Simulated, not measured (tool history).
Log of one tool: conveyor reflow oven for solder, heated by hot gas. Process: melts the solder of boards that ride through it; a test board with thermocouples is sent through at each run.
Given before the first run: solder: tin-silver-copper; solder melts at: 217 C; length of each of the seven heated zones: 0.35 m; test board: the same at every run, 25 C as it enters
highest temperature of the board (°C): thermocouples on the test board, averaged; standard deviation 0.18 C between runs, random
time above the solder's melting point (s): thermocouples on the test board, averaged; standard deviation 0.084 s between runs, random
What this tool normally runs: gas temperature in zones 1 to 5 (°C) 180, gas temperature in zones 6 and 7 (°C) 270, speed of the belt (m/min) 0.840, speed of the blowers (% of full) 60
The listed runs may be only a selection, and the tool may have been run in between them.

run,hour,gas temperature in zones 1 to 5 (°C),gas temperature in zones 6 and 7 (°C),speed of the belt (m/min),speed of the blowers (% of full),highest temperature of the board (°C),time above the solder's melting point (s)
1,0.0,180,270,0.840,60,247.7,35.71
2,39.7,180,270,0.788,60,249.8,39.66
3,81.1,180,259,0.840,60,239.1,29.93
4,115.6,180,270,0.840,60,247.3,35.61
5,166.4,180,270,0.840,60,247.3,35.41
6,192.3,180,270,0.840,60,247.5,35.30
# hour 210.7: thermocouples of zones 6 and 7 changed
# hour 219.5: flux residue cleaned out of gas plates and filters
7,246.1,180,270,0.840,60,250.6,37.84
8,297.1,180,270,0.840,73,254.1,39.84
9,328.7,180,270,0.840,73,253.9,39.83
10,365.7,180,270,0.703,60,255.6,49.09
11,402.2,172,270,0.840,60,248.7,34.67
12,452.8,180,270,0.906,60,247.3,32.68
# hour 460.0: belt drive overhauled, speed set with a stopwatch
13,493.2,180,270,0.840,60,249.8,37.82
14,514.4,180,270,0.840,51,246.9,35.45
15,548.2,170,259,0.840,82,244.3,33.13
16,575.3,170,259,0.840,82,244.2,33.14
17,610.7,184,282,0.840,60,260.3,43.62
18,660.0,180,270,0.840,50,246.1,34.67
19,686.2,192,275,0.818,60,257.0,45.90
# hour 701.3: belt drive overhauled, speed set with a stopwatch, once more
20,724.9,192,275,0.818,60,256.2,44.59
21,761.7,168,260,0.937,60,233.4,19.48
22,793.0,180,270,0.840,57,247.4,35.31
23,842.0,180,264,0.840,57,242.3,32.33
24,894.2,170,270,0.840,51,242.6,29.21
25,930.8,170,270,0.840,51,242.6,29.22
26,974.0,180,270,0.909,55,243.1,29.27
27,1012.8,180,270,0.909,55,243.3,29.33

Below are 3 alternative next runs, each starting from the tool's condition after run 27. Predict each:
# hour 1022.4: flux residue cleaned out of gas plates and filters
A,1059.6,180,281,0.909,63,?,?
# hour 1022.4: flux residue cleaned out of gas plates and filters
B,1059.6,169,263,0.980,55,?,?
# hour 1022.4: flux residue cleaned out of gas plates and filters
C,1059.6,180,270,0.909,60,?,?

run,highest temperature of the board (°C),time above the solder's melting point (s)
A,256.7,37.08
B,233.8,18.52
C,247.1,32.27
With the hidden condition removed and each run's random variation left untouched, the same runs would have given:
run,highest temperature of the board (°C),time above the solder's melting point (s)
A,257.7,37.29
B,234.7,19.07
C,248.0,32.59
